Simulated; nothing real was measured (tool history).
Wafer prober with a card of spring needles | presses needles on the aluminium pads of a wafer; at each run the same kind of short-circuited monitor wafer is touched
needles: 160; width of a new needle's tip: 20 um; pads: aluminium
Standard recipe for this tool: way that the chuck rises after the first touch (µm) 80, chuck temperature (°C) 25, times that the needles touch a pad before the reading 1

run	hour	way that the chuck rises after the first touch (µm)	chuck temperature (°C)	times that the needles touch a pad before the reading	resistance of one needle with its contact and lead (mohm)	way that a needle slides on the pad (µm)
1	0	80	25	1	161	16.57
# hour 4: tips cleaned on abrasive film
# hour 14.5: tips cleaned on abrasive film
# hour 24.9: tips cleaned on abrasive film
# hour 35.7: tips cleaned on abrasive film
2	36	80	25	1	159	16.63
# hour 46.2: tips cleaned on abrasive film
3	54.7	80	25	1	157	16.63
# hour 56.9: tips cleaned on abrasive film
# hour 67.7: tips cleaned on abrasive film
# hour 78.3: tips cleaned on abrasive film
# hour 88.5: tips cleaned on abrasive film
4	90.5	60	25	1	163	12.45
# hour 98.8: tips cleaned on abrasive film
# hour 109.3: tips cleaned on abrasive film
5	114.5	60	25	1	162	12.48
# hour 118.5: tips cleaned on abrasive film
# hour 129.1: tips cleaned on abrasive film
# hour 139.8: tips cleaned on abrasive film
6	145.7	100	25	1	154	20.8
# hour 150: tips cleaned on abrasive film
# hour 160.4: tips cleaned on abrasive film
7	165.8	100	25	1	155	20.82
# hour 169.9: tips cleaned on abrasive film
# hour 180.3: tips cleaned on abrasive film
8	186.7	100	25	1	152	20.78
# hour 191.1: tips cleaned on abrasive film
# hour 191.4: height of the first contact set anew
# hour 202.1: tips cleaned on abrasive film
9	210.3	100	25	1	154	20.75
# hour 212.5: tips cleaned on abrasive film
# hour 223.1: tips cleaned on abrasive film
# hour 231.7: tips cleaned on abrasive film
# hour 242.2: tips cleaned on abrasive film
10	247.3	100	25	1	155	20.76
# hour 251.7: tips cleaned on abrasive film
# hour 262.2: tips cleaned on abrasive film
# hour 272.5: tips cleaned on abrasive film
# hour 283.2: tips cleaned on abrasive film
11	289	100	25	1	154	20.81
# hour 293.4: tips cleaned on abrasive film
# hour 303.9: tips cleaned on abrasive film
# hour 313.9: tips cleaned on abrasive film
# hour 324.3: tips cleaned on abrasive film
12	329.8	100	25	1	151	20.79
# hour 334: tips cleaned on abrasive film
# hour 344.8: tips cleaned on abrasive film
13	353	100	25	1	155	20.76
# hour 355.2: tips cleaned on abrasive film
# hour 365.7: tips cleaned on abrasive film
14	372.7	100	25	1	151	20.76
# hour 374.9: tips cleaned on abrasive film
# hour 385.3: tips cleaned on abrasive film
# hour 395.7: tips cleaned on abrasive film
15	396.1	86	25	2	156	17.85
# hour 404.8: tips cleaned on abrasive film
# hour 415.5: tips cleaned on abrasive film
16	420.5	80	40	1	160	16.6
# hour 424.9: tips cleaned on abrasive film
# hour 435.6: tips cleaned on abrasive film
# hour 446: tips cleaned on abrasive film
17	446.1	75	40	1	162	15.53
# hour 456.3: tips cleaned on abrasive film
# hour 467.1: tips cleaned on abrasive film
# hour 477.5: tips cleaned on abrasive film
18	482	88	26	2	157	18.25
# hour 488.2: tips cleaned on abrasive film
# hour 498.3: tips cleaned on abrasive film
19	500.4	70	28	1	159	14.52
# hour 508.4: tips cleaned on abrasive film
# hour 510.9: height of the first contact set anew
# hour 519.2: tips cleaned on abrasive film
# hour 529.6: tips cleaned on abrasive film
20	534.8	70	28	1	161	14.53
# hour 539.2: tips cleaned on abrasive film
# hour 550: tips cleaned on abrasive film
# hour 560.4: tips cleaned on abrasive film
# hour 570.9: tips cleaned on abrasive film
21	572.4	80	96	3	173	16.57
# hour 580.8: tips cleaned on abrasive film
# hour 591.4: tips cleaned on abrasive film
22	594.1	80	96	2	171	16.63

Predict the results of run 23:
# hour 600.2: tips cleaned on abrasive film
# hour 611: tips cleaned on abrasive film
# hour 621.6: tips cleaned on abrasive film
23	622.9	70	27	1	?	?

Run 23 came out at resistance of one needle with its contact and lead (mohm) 163, way that a needle slides on the pad (µm) 14.59.
With the hidden condition absent and the run-to-run variation left alone, this run would have shown resistance of one needle with its contact and lead (mohm) 163, way that a needle slides on the pad (µm) 14.59.
